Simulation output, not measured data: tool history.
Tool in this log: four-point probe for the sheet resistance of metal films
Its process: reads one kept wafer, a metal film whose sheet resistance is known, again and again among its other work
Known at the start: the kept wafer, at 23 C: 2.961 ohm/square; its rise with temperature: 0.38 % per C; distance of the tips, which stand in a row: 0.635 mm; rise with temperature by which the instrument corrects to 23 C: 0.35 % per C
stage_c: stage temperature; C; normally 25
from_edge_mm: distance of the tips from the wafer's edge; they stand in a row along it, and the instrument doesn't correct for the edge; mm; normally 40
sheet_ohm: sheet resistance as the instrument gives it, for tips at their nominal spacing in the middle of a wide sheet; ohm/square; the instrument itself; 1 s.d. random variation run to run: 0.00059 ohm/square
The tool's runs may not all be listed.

| run | hour | stage_c | from_edge_mm | sheet_ohm |
|---|---|---|---|---|
| 1 | 0.0 | 25 | 40 | 2.943674 |
| 2 | 23.6 | 25 | 40 | 2.944289 |
| 3 | 42.4 | 25 | 40 | 2.943211 |
| 4 | 56.1 | 25 | 40 | 2.943361 |
| 5 | 70.8 | 25 | 40 | 2.943146 |
| 6 | 92.8 | 25 | 36 | 2.944010 |
| 7 | 115.3 | 25 | 40 | 2.943080 |
| 8 | 133.5 | 25 | 40 | 2.942409 |
| 9 | 152.7 | 22 | 40 | 2.938784 |
| 10 | 170.2 | 22 | 40 | 2.939315 |
| 11 | 181.8 | 25 | 14 | 2.944726 |
| 12 | 204.4 | 25 | 40 | 2.941623 |
| 13 | 215.4 | 25 | 40 | 2.942058 |
| 14 | 230.7 | 25 | 7 | 2.953349 |
| 15 | 249.3 | 25 | 7 | 2.953989 |
| 16 | 264.2 | 18 | 40 | 2.933996 |
| 17 | 278.4 | 23 | 40 | 2.938671 |
| 18 | 293.4 | 23 | 40 | 2.939186 |
| 19 | 309.4 | 25 | 40 | 2.939843 |
| 20 | 328.2 | 25 | 40 | 2.939767 |
| 21 | 345.4 | 25 | 40 | 2.939232 |
| 22 | 363.1 | 18 | 40 | 2.931746 |
| 23 | 382.3 | 18 | 49 | 2.931360 |
| 24 | 401.9 | 25 | 16 | 2.940197 |
| 25 | 414.4 | 35 | 27 | 2.947410 |
| 26 | 435.0 | 33 | 17 | 2.946885 |
| 27 | 447.8 | 33 | 17 | 2.945976 |
| 28 | 467.0 | 26 | 4 | 2.977941 |
| 29 | 485.1 | 26 | 4 | 2.977447 |
| 30 | 503.6 | 32 | 40 | 2.943740 |
| 31 | 523.7 | 26 | 5 | 2.961780 |
| 32 | 545.7 | 26 | 5 | 2.961440 |
| 33 | 562.6 | 32 | 4 | 2.981783 |
| 34 | 574.1 | 30 | 40 | 2.941738 |
| 35 | 585.7 | 29 | 53 | 2.939412 |
| 36 | 605.2 | 23 | 42 | 2.932394 |
| 37 | 618.7 | 34 | 6 | 2.960871 |
| 38 | 632.4 | 29 | 12 | 2.942477 |
| 39 | 643.1 | 29 | 12 | 2.943660 |
| 40 | 656.6 | 31 | 4 | 2.979906 |
| 41 | 674.5 | 23 | 4 | 2.971648 |
| 42 | 690.0 | 25 | 5 | 2.958755 |
| 43 | 707.3 | 20 | 4 | 2.967465 |
| 44 | 724.1 | 20 | 4 | 2.968076 |

Measured less the same run without the tool's hidden state. The same run-to-run variation is in both; the gauge's scatter may not be:
The hidden state here: inner tips' distance over the nominal, %; tips' flats over new ones', %; wafer's true temperature over the reading, C; drift of the gauge itself on sheet_ohm, %.
| run | sheet_ohm |
|---|---|
| 1 | -0.019098 |
| 2 | -0.019468 |
| 3 | -0.019727 |
| 4 | -0.019932 |
| 5 | -0.020138 |
| 6 | -0.020489 |
| 7 | -0.020810 |
| 8 | -0.021084 |
| 9 | -0.021364 |
| 10 | -0.021633 |
| 11 | -0.021828 |
| 12 | -0.022132 |
| 13 | -0.022293 |
| 14 | -0.022595 |
| 15 | -0.022894 |
| 16 | -0.023025 |
| 17 | -0.023223 |
| 18 | -0.023451 |
| 19 | -0.023701 |
| 20 | -0.023972 |
| 21 | -0.024227 |
| 22 | -0.024478 |
| 23 | -0.024767 |
| 24 | -0.025102 |
| 25 | -0.025288 |
| 26 | -0.025616 |
| 27 | -0.025780 |
| 28 | -0.026384 |
| 29 | -0.026624 |
| 30 | -0.026589 |
| 31 | -0.027102 |
| 32 | -0.027423 |
| 33 | -0.027819 |
| 34 | -0.027652 |
| 35 | -0.027797 |
| 36 | -0.028112 |
| 37 | -0.028489 |
| 38 | -0.028573 |
| 39 | -0.028747 |
| 40 | -0.029276 |
| 41 | -0.029549 |
| 42 | -0.029649 |
| 43 | -0.030034 |
| 44 | -0.030279 |
